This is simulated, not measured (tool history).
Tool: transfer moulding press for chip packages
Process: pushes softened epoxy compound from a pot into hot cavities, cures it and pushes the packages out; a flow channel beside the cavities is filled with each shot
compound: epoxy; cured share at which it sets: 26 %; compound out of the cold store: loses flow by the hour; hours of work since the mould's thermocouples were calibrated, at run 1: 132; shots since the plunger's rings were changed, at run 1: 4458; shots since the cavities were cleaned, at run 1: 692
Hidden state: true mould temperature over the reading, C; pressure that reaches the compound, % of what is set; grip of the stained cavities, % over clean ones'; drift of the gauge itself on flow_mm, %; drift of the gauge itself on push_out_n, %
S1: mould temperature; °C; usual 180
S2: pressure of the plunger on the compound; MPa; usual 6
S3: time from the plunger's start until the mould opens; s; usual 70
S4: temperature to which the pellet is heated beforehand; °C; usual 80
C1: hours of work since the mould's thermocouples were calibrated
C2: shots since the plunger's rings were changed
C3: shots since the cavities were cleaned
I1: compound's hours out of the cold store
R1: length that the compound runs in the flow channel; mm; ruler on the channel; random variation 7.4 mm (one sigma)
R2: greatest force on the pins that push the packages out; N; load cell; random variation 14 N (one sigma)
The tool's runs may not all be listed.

run	hour	S1	S2	S3	S4	C1	C2	C3	I1	R1	R2
1	0	180	6	70	80	132	4458	692	25.9	884	718
2	5.3	180	6	70	80	136	4538	772	17.9	936	706
3	15.4	180	6	70	80	143	4692	926	47.9	773	647
# hour 18.1: cavities cleaned with cleaning compound and waxed
4	24	180	6	70	80	149	4799	89	20.5	902	710
5	32	180	6.99	70	80	154	4920	210	41.4	857	676
6	36.9	180	6.99	80	80	158	4994	284	16.9	984	542
7	43.2	180	6.99	80	80	162	5089	379	35.7	896	479
8	47.4	180	6	109	80	165	5153	443	13.7	944	396
9	53.9	180	6	109	80	170	5253	543	30.5	845	401
10	63.8	180	6	109	80	177	5403	693	15.2	909	398
11	72.6	180	6	70	80	183	5535	825	23.6	877	682
12	76.8	180	6	70	80	186	5598	888	36.5	829	682
# hour 81.8: cavities cleaned with cleaning compound and waxed
13	87.7	180	6	70	80	193	5741	88	37.3	801	685
14	92.4	180	6	70	80	196	5812	159	20.2	899	730
# hour 95.5: plunger's sealing rings changed
15	102	186	6	70	80	201	99	267	15	925	496
16	111.4	180	7.09	70	73	208	242	410	24	974	749
17	119.7	182	6.01	70	86	214	367	535	36.2	805	571
18	127.1	182	6.01	70	86	219	479	647	25.4	873	589
19	132	175	6.01	70	74	223	554	722	34.3	852	1023
20	141.8	175	6.01	62	72	230	701	869	10.7	962	1603
# hour 148.3: cavities cleaned with cleaning compound and waxed
21	151.5	174	6.13	70	81	236	826	48	40.7	836	1023
22	159.4	174	6.61	55	81	241	946	168	21.4	961	1787
23	163.8	180	6	70	80	244	1013	235	25.3	882	718
24	171.2	180	5.62	70	87	250	1124	346	40.5	777	666
25	176.2	180	5.62	70	87	253	1200	422	38	787	640
26	184.5	180	5.62	70	87	259	1326	548	9.5	927	711
27	192.7	180	5.21	75	87	265	1451	673	28	814	569
28	198.7	180	5.21	75	87	269	1541	763	33.7	774	560
29	203.6	180	6	70	80	273	1615	837	38	813	679

4 ways to go on from here, each from the tool as it stands after run 29. What would each give?
A	209.5	180	6	89	84	277	1705	927	46.9	?	?
B	209.5	180	6	70	75	277	1705	927	21.1	?	?
C	209.5	181	6	70	80	277	1705	927	36.1	?	?
D	209.5	185	6	70	80	277	1705	927	32.1	?	?

run	R1	R2
A	780	436
B	899	726
C	821	650
D	842	518
Without the tool's hidden state the same runs would have given:
run	R1	R2
A	781	432
B	899	720
C	821	645
D	843	514
